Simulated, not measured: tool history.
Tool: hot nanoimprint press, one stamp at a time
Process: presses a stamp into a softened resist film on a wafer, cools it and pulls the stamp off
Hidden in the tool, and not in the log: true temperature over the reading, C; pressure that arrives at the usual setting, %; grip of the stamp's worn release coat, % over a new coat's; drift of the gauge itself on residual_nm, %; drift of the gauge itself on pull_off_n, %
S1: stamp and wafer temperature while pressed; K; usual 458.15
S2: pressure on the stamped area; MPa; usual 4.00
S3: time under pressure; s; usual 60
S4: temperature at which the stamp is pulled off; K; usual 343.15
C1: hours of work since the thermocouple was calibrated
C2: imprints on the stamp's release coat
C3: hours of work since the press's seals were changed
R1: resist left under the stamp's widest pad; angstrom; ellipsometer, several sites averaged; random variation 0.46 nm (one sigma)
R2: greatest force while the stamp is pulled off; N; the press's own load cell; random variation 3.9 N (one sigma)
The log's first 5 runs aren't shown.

| run | hour | S1 | S2 | S3 | S4 | C1 | C2 | C3 | R1 | R2 |
|---|---|---|---|---|---|---|---|---|---|---|
| 6 | 227.1 | 458.15 | 4.00 | 60 | 343.15 | 113 | 422 | 75 | 1964 | 193 |
| 7 | 285.4 | 458.15 | 4.00 | 60 | 343.15 | 154 | 715 | 116 | 1948 | 210 |
| 8 | 333.1 | 458.15 | 4.00 | 60 | 343.15 | 187 | 954 | 149 | 1951 | 198 |
| 9 | 360.3 | 458.15 | 4.00 | 60 | 343.15 | 207 | 1091 | 169 | 1947 | 212 |
| 10 | 415.2 | 458.15 | 4.00 | 60 | 343.15 | 245 | 1367 | 207 | 1945 | 213 |
| 11 | 450.8 | 458.15 | 4.00 | 60 | 343.15 | 270 | 1545 | 232 | 1940 | 211 |
| 12 | 484.7 | 458.15 | 4.00 | 60 | 343.15 | 294 | 1716 | 256 | 1942 | 217 |
| 13 | 525.9 | 458.15 | 4.00 | 60 | 343.15 | 323 | 1922 | 285 | 1936 | 223 |
| 14 | 583.8 | 458.15 | 4.00 | 60 | 343.15 | 364 | 2213 | 326 | 1942 | 230 |
|  | 620.0 | stamp cleaned and given a new release coat |
| 15 | 631.4 | 458.15 | 4.00 | 60 | 343.15 | 393 | 57 | 355 | 1940 | 183 |
| 16 | 655.4 | 458.15 | 4.00 | 109 | 334.15 | 410 | 178 | 372 | 1550 | 223 |
|  | 680.6 | plate thermocouple calibrated |
| 17 | 711.3 | 458.15 | 4.00 | 109 | 334.15 | 22 | 444 | 409 | 1593 | 228 |
| 18 | 739.1 | 458.15 | 2.64 | 51 | 343.15 | 41 | 583 | 429 | 2371 | 198 |
| 19 | 789.0 | 455.15 | 2.53 | 61 | 337.15 | 76 | 834 | 464 | 2432 | 235 |
| 20 | 842.3 | 455.15 | 4.22 | 61 | 337.15 | 114 | 1102 | 501 | 2065 | 238 |
| 21 | 888.8 | 458.15 | 2.76 | 60 | 343.15 | 146 | 1335 | 534 | 2232 | 216 |
| 22 | 913.0 | 452.15 | 2.88 | 60 | 343.15 | 163 | 1457 | 551 | 2486 | 214 |
| 23 | 947.8 | 452.15 | 2.88 | 60 | 343.15 | 188 | 1631 | 575 | 2481 | 219 |
| 24 | 988.3 | 461.15 | 3.67 | 60 | 343.15 | 216 | 1835 | 604 | 1880 | 216 |
| 25 | 1026.5 | 456.15 | 5.84 | 103 | 347.15 | 243 | 2027 | 631 | 1462 | 201 |
| 26 | 1064.3 | 456.15 | 5.10 | 103 | 333.15 | 270 | 2216 | 657 | 1541 | 262 |
|  | 1089.8 | press's hydraulic seals changed and the load cell set to zero |
|  | 1105.1 | stamp cleaned and given a new release coat |
| 27 | 1122.2 | 458.15 | 3.99 | 60 | 345.15 | 301 | 86 | 19 | 1932 | 175 |
| 28 | 1166.4 | 458.15 | 3.99 | 60 | 345.15 | 332 | 308 | 50 | 1921 | 181 |
| 29 | 1221.6 | 458.15 | 4.99 | 32 | 329.15 | 370 | 585 | 88 | 2174 | 260 |
| 30 | 1262.0 | 458.15 | 2.73 | 60 | 333.15 | 399 | 788 | 117 | 2190 | 248 |

Forecast each of these 3 alternatives for the next run:
|  | 1300.5 | plate thermocouple calibrated |
| A | 1302.7 | 458.15 | 4.49 | 60 | 333.15 | 2 | 977 | 143 | ? | ? |
|  | 1300.5 | plate thermocouple calibrated |
| B | 1302.7 | 463.15 | 2.73 | 39 | 333.15 | 2 | 977 | 143 | ? | ? |
|  | 1300.5 | plate thermocouple calibrated |
| C | 1302.7 | 457.15 | 2.73 | 50 | 333.15 | 2 | 977 | 143 | ? | ? |

| run | R1 | R2 |
|---|---|---|
| A | 1892 | 234 |
| B | 2308 | 257 |
| C | 2428 | 253 |
Without the tool's hidden state the same runs would have given:
| run | R1 | R2 |
|---|---|---|
| A | 1881 | 212 |
| B | 2300 | 233 |
| C | 2419 | 230 |
